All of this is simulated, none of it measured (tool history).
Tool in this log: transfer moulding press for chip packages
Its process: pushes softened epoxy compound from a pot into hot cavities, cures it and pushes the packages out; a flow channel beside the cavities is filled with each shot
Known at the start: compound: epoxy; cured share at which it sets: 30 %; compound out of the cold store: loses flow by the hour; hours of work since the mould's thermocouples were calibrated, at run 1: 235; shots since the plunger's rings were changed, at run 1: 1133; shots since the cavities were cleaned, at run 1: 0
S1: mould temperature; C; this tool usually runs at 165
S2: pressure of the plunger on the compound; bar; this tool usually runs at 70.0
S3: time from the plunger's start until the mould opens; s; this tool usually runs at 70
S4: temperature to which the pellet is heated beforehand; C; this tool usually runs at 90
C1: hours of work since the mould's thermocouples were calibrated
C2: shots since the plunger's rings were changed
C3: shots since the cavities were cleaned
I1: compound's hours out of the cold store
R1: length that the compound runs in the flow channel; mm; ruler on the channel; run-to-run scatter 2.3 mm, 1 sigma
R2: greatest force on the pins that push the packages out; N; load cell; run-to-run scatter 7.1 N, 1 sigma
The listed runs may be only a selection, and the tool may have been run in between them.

run 1 day=0.000 | S1=165 S2=70.0 S3=70 S4=90 | C1=235 C2=1133 C3=0 | I1=19.2 | R1=585 R2=298
-- day=2.638 cavities cleaned with cleaning compound and waxed
run 2 day=2.638 | S1=165 S2=70.0 S3=70 S4=90 | C1=271 C2=1889 C3=0 | I1=39.4 | R1=492 R2=292
run 3 day=4.725 | S1=165 S2=70.0 S3=70 S4=90 | C1=299 C2=2503 C3=614 | I1=34.3 | R1=504 R2=498
-- day=5.412 cavities cleaned with cleaning compound and waxed
run 4 day=6.188 | S1=165 S2=70.0 S3=70 S4=90 | C1=319 C2=2914 C3=228 | I1=21.0 | R1=554 R2=393
-- day=7.042 plunger's sealing rings changed
-- day=8.121 cavities cleaned with cleaning compound and waxed
run 5 day=9.312 | S1=165 S2=70.0 S3=70 S4=90 | C1=359 C2=648 C3=350 | I1=44.9 | R1=484 R2=439
-- day=10.771 cavities cleaned with cleaning compound and waxed
run 6 day=12.167 | S1=165 S2=70.0 S3=70 S4=90 | C1=398 C2=1469 C3=411 | I1=33.8 | R1=522 R2=444
-- day=13.408 cavities cleaned with cleaning compound and waxed
run 7 day=13.933 | S1=165 S2=70.0 S3=70 S4=90 | C1=421 C2=1968 C3=153 | I1=10.4 | R1=609 R2=351
run 8 day=15.546 | S1=165 S2=70.0 S3=70 S4=80 | C1=443 C2=2443 C3=628 | I1=8.1 | R1=615 R2=514
-- day=16.071 cavities cleaned with cleaning compound and waxed
run 9 day=17.050 | S1=165 S2=70.0 S3=70 S4=80 | C1=463 C2=2865 C3=287 | I1=23.3 | R1=544 R2=397
-- day=17.921 plunger's sealing rings changed
-- day=18.779 cavities cleaned with cleaning compound and waxed
run 10 day=18.871 | S1=165 S2=70.0 S3=58 S4=90 | C1=486 C2=261 C3=28 | I1=32.6 | R1=534 R2=415
run 11 day=20.229 | S1=165 S2=70.0 S3=58 S4=90 | C1=504 C2=659 C3=426 | I1=32.1 | R1=529 R2=610
-- day=21.533 cavities cleaned with cleaning compound and waxed
run 12 day=23.233 | S1=165 S2=70.0 S3=58 S4=90 | C1=545 C2=1523 C3=499 | I1=13.6 | R1=601 R2=672
-- day=24.292 cavities cleaned with cleaning compound and waxed
run 13 day=25.792 | S1=165 S2=70.0 S3=58 S4=90 | C1=579 C2=2256 C3=440 | I1=10.9 | R1=600 R2=651
-- day=26.996 cavities cleaned with cleaning compound and waxed
run 14 day=28.496 | S1=165 S2=70.0 S3=58 S4=90 | C1=615 C2=3033 C3=442 | I1=17.9 | R1=568 R2=629
-- day=28.812 plunger's sealing rings changed
-- day=29.733 cavities cleaned with cleaning compound and waxed
run 15 day=30.800 | S1=165 S2=70.0 S3=58 S4=90 | C1=645 C2=566 C3=314 | I1=29.6 | R1=540 R2=536
-- day=32.504 cavities cleaned with cleaning compound and waxed
run 16 day=32.733 | S1=165 S2=70.0 S3=58 S4=90 | C1=670 C2=1115 C3=67 | I1=11.7 | R1=610 R2=463
-- day=35.212 cavities cleaned with cleaning compound and waxed
run 17 day=35.471 | S1=165 S2=54.5 S3=57 S4=90 | C1=707 C2=1901 C3=76 | I1=40.3 | R1=432 R2=409
-- day=37.925 cavities cleaned with cleaning compound and waxed
run 18 day=38.438 | S1=165 S2=54.5 S3=57 S4=90 | C1=747 C2=2754 C3=150 | I1=45.7 | R1=408 R2=461
-- day=39.796 plunger's sealing rings changed
run 19 day=40.062 | S1=165 S2=54.5 S3=57 S4=90 | C1=768 C2=78 C3=597 | I1=20.2 | R1=510 R2=722
-- day=40.792 cavities cleaned with cleaning compound and waxed
run 20 day=41.871 | S1=165 S2=54.5 S3=57 S4=94 | C1=792 C2=591 C3=317 | I1=41.0 | R1=438 R2=537
-- day=43.421 cavities cleaned with cleaning compound and waxed
run 21 day=44.604 | S1=165 S2=54.5 S3=57 S4=94 | C1=829 C2=1375 C3=347 | I1=33.3 | R1=455 R2=548
-- day=46.083 cavities cleaned with cleaning compound and waxed
-- day=47.012 mould's thermocouples calibrated
run 22 day=47.750 | S1=165 S2=54.5 S3=57 S4=94 | C1=10 C2=2256 C3=466 | I1=29.5 | R1=466 R2=706
-- day=48.946 cavities cleaned with cleaning compound and waxed
run 23 day=49.425 | S1=157 S2=60.5 S3=66 S4=91 | C1=32 C2=2729 C3=141 | I1=35.8 | R1=471 R2=640
-- day=50.700 plunger's sealing rings changed
-- day=51.808 cavities cleaned with cleaning compound and waxed
run 24 day=52.008 | S1=172 S2=52.0 S3=53 S4=86 | C1=65 C2=366 C3=59 | I1=40.1 | R1=430 R2=363
run 25 day=53.946 | S1=172 S2=52.0 S3=53 S4=86 | C1=92 C2=935 C3=628 | I1=23.4 | R1=477 R2=613

How the hidden state differs across the entries between the runs, from the last listed run before each to the first after it:
Between runs 1 and 2: cavities cleaned with cleaning compound and waxed (day 2.638)
  true mould temperature over the reading, C: 0.51 -> 0.57; pressure that reaches the compound, % of what is set: 96.18 -> 93.83; grip of the stained cavities, % over clean ones': 1 -> 3.4
  what was measured, less what the result would be without the hidden state, R1: -12 -> -17 mm; R2: -3 -> +4 N
Between runs 3 and 4: cavities cleaned with cleaning compound and waxed (day 5.412)
  true mould temperature over the reading, C: 0.63 -> 0.66; pressure that reaches the compound, % of what is set: 91.98 -> 90.65; grip of the stained cavities, % over clean ones': 76.9 -> 39
  what was measured, less what the result would be without the hidden state, R1: -23 -> -29 mm; R2: +209 -> +103 N
Between runs 4 and 5: plunger's sealing rings changed (day 7.042); cavities cleaned with cleaning compound and waxed (day 8.121)
  true mould temperature over the reading, C: 0.66 -> 0.73; pressure that reaches the compound, % of what is set: 90.65 -> 98.01; grip of the stained cavities, % over clean ones': 39 -> 54.3
  what was measured, less what the result would be without the hidden state, R1: -29 -> -5 mm; R2: +103 -> +147 N
Between runs 5 and 6: cavities cleaned with cleaning compound and waxed (day 10.771)
  true mould temperature over the reading, C: 0.73 -> 0.81; pressure that reaches the compound, % of what is set: 98.01 -> 95.48; grip of the stained cavities, % over clean ones': 54.3 -> 58.5
  what was measured, less what the result would be without the hidden state, R1: -5 -> -13 mm; R2: +147 -> +155 N
Between runs 6 and 7: cavities cleaned with cleaning compound and waxed (day 13.408)
  true mould temperature over the reading, C: 0.81 -> 0.85; pressure that reaches the compound, % of what is set: 95.48 -> 93.91; grip of the stained cavities, % over clean ones': 58.5 -> 24.4
  what was measured, less what the result would be without the hidden state, R1: -13 -> -21 mm; R2: +155 -> +58 N
Between runs 8 and 9: cavities cleaned with cleaning compound and waxed (day 16.071)
  true mould temperature over the reading, C: 0.9 -> 0.94; pressure that reaches the compound, % of what is set: 92.37 -> 91.11; grip of the stained cavities, % over clean ones': 75.9 -> 43
  what was measured, less what the result would be without the hidden state, R1: -27 -> -28 mm; R2: +211 -> +108 N
Between runs 9 and 10: plunger's sealing rings changed (day 17.921); cavities cleaned with cleaning compound and waxed (day 18.779)
  true mould temperature over the reading, C: 0.94 -> 0.98; pressure that reaches the compound, % of what is set: 91.11 -> 98.69; grip of the stained cavities, % over clean ones': 43 -> 8.5
  what was measured, less what the result would be without the hidden state, R1: -28 -> -5 mm; R2: +108 -> +9 N
Between runs 11 and 12: cavities cleaned with cleaning compound and waxed (day 21.533)
  true mould temperature over the reading, C: 1.01 -> 1.1; pressure that reaches the compound, % of what is set: 97.47 -> 94.77; grip of the stained cavities, % over clean ones': 62.4 -> 66.5
  what was measured, less what the result would be without the hidden state, R1: -8 -> -18 mm; R2: +207 -> +238 N
Between runs 12 and 13: cavities cleaned with cleaning compound and waxed (day 24.292)
  true mould temperature over the reading, C: 1.1 -> 1.16; pressure that reaches the compound, % of what is set: 94.77 -> 92.65; grip of the stained cavities, % over clean ones': 66.5 -> 62.2
  what was measured, less what the result would be without the hidden state, R1: -18 -> -25 mm; R2: +238 -> +215 N
Between runs 13 and 14: cavities cleaned with cleaning compound and waxed (day 26.996)
  true mould temperature over the reading, C: 1.16 -> 1.23; pressure that reaches the compound, % of what is set: 92.65 -> 90.2; grip of the stained cavities, % over clean ones': 62.2 -> 62.9
  what was measured, less what the result would be without the hidden state, R1: -25 -> -32 mm; R2: +215 -> +209 N
Between runs 14 and 15: plunger's sealing rings changed (day 28.812); cavities cleaned with cleaning compound and waxed (day 29.733)
  true mould temperature over the reading, C: 1.23 -> 1.29; pressure that reaches the compound, % of what is set: 90.2 -> 97.6; grip of the stained cavities, % over clean ones': 62.9 -> 42.5
  what was measured, less what the result would be without the hidden state, R1: -32 -> -8 mm; R2: +209 -> +128 N
Between runs 15 and 16: cavities cleaned with cleaning compound and waxed (day 32.504)
  true mould temperature over the reading, C: 1.29 -> 1.34; pressure that reaches the compound, % of what is set: 97.6 -> 95.75; grip of the stained cavities, % over clean ones': 42.5 -> 13.9
  what was measured, less what the result would be without the hidden state, R1: -8 -> -16 mm; R2: +128 -> +17 N
Between runs 16 and 17: cavities cleaned with cleaning compound and waxed (day 35.212)
  true mould temperature over the reading, C: 1.34 -> 1.41; pressure that reaches the compound, % of what is set: 95.75 -> 93.3; grip of the stained cavities, % over clean ones': 13.9 -> 11.9
  what was measured, less what the result would be without the hidden state, R1: -16 -> -17 mm; R2: +17 -> +11 N
Between runs 17 and 18: cavities cleaned with cleaning compound and waxed (day 37.925)
  true mould temperature over the reading, C: 1.41 -> 1.49; pressure that reaches the compound, % of what is set: 93.3 -> 90.55; grip of the stained cavities, % over clean ones': 11.9 -> 24.8
  what was measured, less what the result would be without the hidden state, R1: -17 -> -23 mm; R2: +11 -> +56 N
Between runs 18 and 19: plunger's sealing rings changed (day 39.796)
  true mould temperature over the reading, C: 1.49 -> 1.53; pressure that reaches the compound, % of what is set: 90.55 -> 98.73; grip of the stained cavities, % over clean ones': 24.8 -> 74.1
  what was measured, less what the result would be without the hidden state, R1: -23 -> -6 mm; R2: +56 -> +262 N
Between runs 19 and 20: cavities cleaned with cleaning compound and waxed (day 40.792)
  true mould temperature over the reading, C: 1.53 -> 1.57; pressure that reaches the compound, % of what is set: 98.73 -> 97.19; grip of the stained cavities, % over clean ones': 74.1 -> 51.1
  what was measured, less what the result would be without the hidden state, R1: -6 -> -8 mm; R2: +262 -> +145 N
Between runs 20 and 21: cavities cleaned with cleaning compound and waxed (day 43.421)
  true mould temperature over the reading, C: 1.57 -> 1.64; pressure that reaches the compound, % of what is set: 97.19 -> 94.96; grip of the stained cavities, % over clean ones': 51.1 -> 51.7
  what was measured, less what the result would be without the hidden state, R1: -8 -> -14 mm; R2: +145 -> +149 N
Between runs 21 and 22: cavities cleaned with cleaning compound and waxed (day 46.083); mould's thermocouples calibrated (day 47.012)
  true mould temperature over the reading, C: 1.64 -> 0.07; pressure that reaches the compound, % of what is set: 94.96 -> 92.09; grip of the stained cavities, % over clean ones': 51.7 -> 68.2
  what was measured, less what the result would be without the hidden state, R1: -14 -> -19 mm; R2: +149 -> +288 N
Between runs 22 and 23: cavities cleaned with cleaning compound and waxed (day 48.946)
  true mould temperature over the reading, C: 0.07 -> 0.11; pressure that reaches the compound, % of what is set: 92.09 -> 90.57; grip of the stained cavities, % over clean ones': 68.2 -> 26.8
  what was measured, less what the result would be without the hidden state, R1: -19 -> -24 mm; R2: +288 -> +132 N
Between runs 23 and 24: plunger's sealing rings changed (day 50.700); cavities cleaned with cleaning compound and waxed (day 51.808)
  true mould temperature over the reading, C: 0.11 -> 0.17; pressure that reaches the compound, % of what is set: 90.57 -> 98.68; grip of the stained cavities, % over clean ones': 26.8 -> 11
  what was measured, less what the result would be without the hidden state, R1: -24 -> -3 mm; R2: +132 -> +33 N
